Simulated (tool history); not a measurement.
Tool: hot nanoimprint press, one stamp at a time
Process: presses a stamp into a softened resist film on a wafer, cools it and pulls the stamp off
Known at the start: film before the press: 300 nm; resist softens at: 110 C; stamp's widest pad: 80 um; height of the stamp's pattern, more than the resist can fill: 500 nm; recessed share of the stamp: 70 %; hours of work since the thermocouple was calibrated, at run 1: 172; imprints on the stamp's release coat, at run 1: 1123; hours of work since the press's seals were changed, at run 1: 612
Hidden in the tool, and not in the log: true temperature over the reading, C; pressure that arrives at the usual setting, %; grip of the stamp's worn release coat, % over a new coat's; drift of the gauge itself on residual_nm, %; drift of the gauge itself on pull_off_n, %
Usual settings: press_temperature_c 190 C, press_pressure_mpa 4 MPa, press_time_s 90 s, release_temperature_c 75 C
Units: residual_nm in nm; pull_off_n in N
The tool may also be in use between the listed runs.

run    hour  press_temperature_c  press_pressure_mpa  press_time_s  release_temperature_c  hours of work since the thermocouple was calibrated  imprints on the stamp's release coat  hours of work since the press's seals were changed  residual_nm  pull_off_n
  1       0                  190                   4            90                     75                                                  172                                  1123                                                 612        156.4         146
  2    45.9                  190                   4            90                     81                                                  197                                  1244                                                 637        157.1         132
  3   106.4                  190                   4            90                     75                                                  229                                  1404                                                 669        156.6         147
  4   172.2                  190                   4            90                     75                                                  265                                  1578                                                 705        156.5         151
  5   251.7                  190                   4            90                     73                                                  308                                  1788                                                 748        156.5         153
      295.7  -- plate thermocouple calibrated
  6   317.2                  190                   4            90                     75                                                   12                                  1954                                                 781        156.4         147
      334.4  -- stamp cleaned and given a new release coat
  7   408.6                  190                   4            90                     75                                                   58                                   196                                                 828        156.1         146
  8   480.5                  190                   4            90                     75                                                   97                                   386                                                 866        156.5         148
  9   560.2                  190                   4            90                     75                                                  140                                   597                                                 910        155.9         148
 10   609.3                  190                   4            90                     75                                                  166                                   727                                                 936        157.2         147
 11   691.8                  190                   4            90                     75                                                  211                                   945                                                 981        156.3         148
 12   783.4                  190                   4            90                     75                                                  260                                  1187                                                1030        157.2         148
 13   868.9                  190                   4            90                     75                                                  307                                  1413                                                1076        156.6         146
      916.3  -- plate thermocouple calibrated
 14   950.9                  190                   4            90                     75                                                   19                                  1622                                                1119        156.5         147
 15  1049.2                  190                   4            90                     75                                                   72                                  1882                                                1172        156.8         146
     1098.4  -- stamp cleaned and given a new release coat
 16  1106.7                  190                   4            55                     68                                                  100                                    22                                                1200        180.7         166
 17  1172.7                  190                   4            75                     75                                                  135                                   196                                                1236        166.6         149
 18  1217.2                  189                   4            75                     75                                                  159                                   314                                                1260        169.2         150
 19  1294.3                  202                   4            90                     77                                                  201                                   518                                                1301        124.4         145
     1349.6  -- press's hydraulic seals changed and the load cell set to zero
 20  1396.2                  202                5.42            90                     69                                                  252                                   766                                                  25        103.9         166
 21  1454.8                  202                5.42            90                     69                                                  283                                   921                                                  57        103.7         164
     1550.1  -- plate thermocouple calibrated
 22  1551.6                  190                3.08            90                     83                                                    1                                  1169                                                 108        178.5         126
 23  1596.6                  186                2.77            90                     81                                                   25                                  1288                                                 132        200.4         136
 24  1637.7                  190                   4            67                     75                                                   47                                  1396                                                 154        170.9         145
 25  1708.9                  190                   4            67                     75                                                   86                                  1585                                                 193        170.6         152
 26    1769                  194                   4            90                     65                                                  118                                  1743                                                 225        145.3         172
     1862.9  -- stamp cleaned and given a new release coat
 27  1869.9                  194                   4            90                     65                                                  170                                    18                                                 276        144.3         174
 28  1923.9                  194                   4            90                     66                                                  199                                   161                                                 305        145.1         176
 29  2019.2                  194                4.12           153                     66                                                  250                                   413                                                 357        119.2         172

How the hidden state differs across the entries between the runs, from the last listed run before each to the first after it:
Between runs 5 and 6: plate thermocouple calibrated (hour 295.7)
  true temperature over the reading, C: -0.01 -> 0
Between runs 6 and 7: stamp cleaned and given a new release coat (hour 334.4)
  pressure that arrives at the usual setting, %: 99.95 -> 99.94; grip of the stamp's worn release coat, % over a new coat's: 0.2 -> 0
Between runs 13 and 14: plate thermocouple calibrated (hour 916.3)
  true temperature over the reading, C: -0.01 -> 0
Between runs 15 and 16: stamp cleaned and given a new release coat (hour 1098.4)
  grip of the stamp's worn release coat, % over a new coat's: 0.2 -> 0
Between runs 19 and 20: press's hydraulic seals changed and the load cell set to zero (hour 1349.6)
  pressure that arrives at the usual setting, %: 99.91 -> 100
Between runs 21 and 22: plate thermocouple calibrated (hour 1550.1)
  true temperature over the reading, C: -0.01 -> 0; pressure that arrives at the usual setting, %: 100 -> 99.99
Between runs 26 and 27: stamp cleaned and given a new release coat (hour 1862.9)
  true temperature over the reading, C: 0 -> -0.01; grip of the stamp's worn release coat, % over a new coat's: 0.2 -> 0
